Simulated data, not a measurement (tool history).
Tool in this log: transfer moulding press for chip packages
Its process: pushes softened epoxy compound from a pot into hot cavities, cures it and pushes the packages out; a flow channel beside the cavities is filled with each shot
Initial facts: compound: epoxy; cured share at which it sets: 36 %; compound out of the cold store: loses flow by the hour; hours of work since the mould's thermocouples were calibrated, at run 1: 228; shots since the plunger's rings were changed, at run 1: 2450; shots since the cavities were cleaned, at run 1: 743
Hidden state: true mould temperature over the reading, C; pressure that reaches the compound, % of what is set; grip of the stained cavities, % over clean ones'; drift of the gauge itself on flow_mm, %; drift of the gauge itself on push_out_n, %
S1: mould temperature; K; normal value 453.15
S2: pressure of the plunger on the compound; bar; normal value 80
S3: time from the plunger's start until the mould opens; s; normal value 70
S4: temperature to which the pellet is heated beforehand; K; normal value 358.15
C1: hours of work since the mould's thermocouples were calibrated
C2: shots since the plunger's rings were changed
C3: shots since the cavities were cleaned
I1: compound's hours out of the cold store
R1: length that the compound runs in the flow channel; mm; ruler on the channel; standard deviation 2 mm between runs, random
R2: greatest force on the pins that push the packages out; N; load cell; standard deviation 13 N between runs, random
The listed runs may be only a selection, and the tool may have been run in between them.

run,hour,S1,S2,S3,S4,C1,C2,C3,I1,R1,R2
1,0,453.15,80,70,358.15,228,2450,743,47.9,524,901
# hour 2.7: cavities cleaned with cleaning compound and waxed
2,20.6,458.15,80,70,358.15,243,2833,358,17.1,619,692
3,32.6,458.15,80,70,358.15,252,3076,601,32.9,564,777
# hour 42.6: cavities cleaned with cleaning compound and waxed
# hour 48.1: plunger's sealing rings changed
4,48.4,453.15,80,70,358.15,261,5,67,27.7,612,668
5,61.8,453.15,80,70,358.15,271,275,337,11,668,852
6,72.3,453.15,81.7,70,358.15,279,486,548,28.4,608,865
# hour 84.8: cavities cleaned with cleaning compound and waxed
7,85.7,453.15,80,70,360.15,288,724,17,34.5,583,603
8,93.3,453.15,75.7,70,358.15,293,879,172,12,644,750
9,112,453.15,80,70,358.15,308,1254,547,17.7,634,888
# hour 124.4: cavities cleaned with cleaning compound and waxed
10,125.7,447.15,80,70,358.15,317,1499,27,41.5,559,779
11,135.3,453.15,80,57,358.15,324,1691,219,39.9,557,1078
12,151.6,453.15,80,70,358.15,336,2019,547,31,583,860
# hour 165.1: cavities cleaned with cleaning compound and waxed
13,170.7,454.15,61.1,51,355.15,350,2374,114,44.2,468,1290
14,180.5,454.15,61.1,70,366.15,357,2570,310,28.7,510,734
15,197.1,446.15,76,89,350.15,370,2904,644,42.1,536,799
# hour 205.1: cavities cleaned with cleaning compound and waxed
16,210.1,458.15,64.8,93,349.15,378,3135,101,29.1,516,512
# hour 221.2: plunger's sealing rings changed
17,229.8,445.15,84.1,97,364.15,391,172,446,10.4,700,743
# hour 247.9: cavities cleaned with cleaning compound and waxed
18,247.9,453.15,80,56,357.15,404,507,0,35.4,584,1018
19,258.9,460.15,95.8,84,365.15,412,727,220,36.3,619,559
20,276.3,458.15,73.7,56,363.15,426,1077,570,8.3,638,1159
# hour 288.1: cavities cleaned with cleaning compound and waxed
21,293,445.15,73.7,57,363.15,437,1382,99,47.3,526,1456

What does the tool deliver on the next run?
22,304.2,453.15,91.7,76,360.15,446,1608,325,47.9,?,?

Run 22 measured R1 569 mm, R2 671 N.
Had the tool carried no hidden state, the very same run would have given R1 584 mm, R2 528 N.
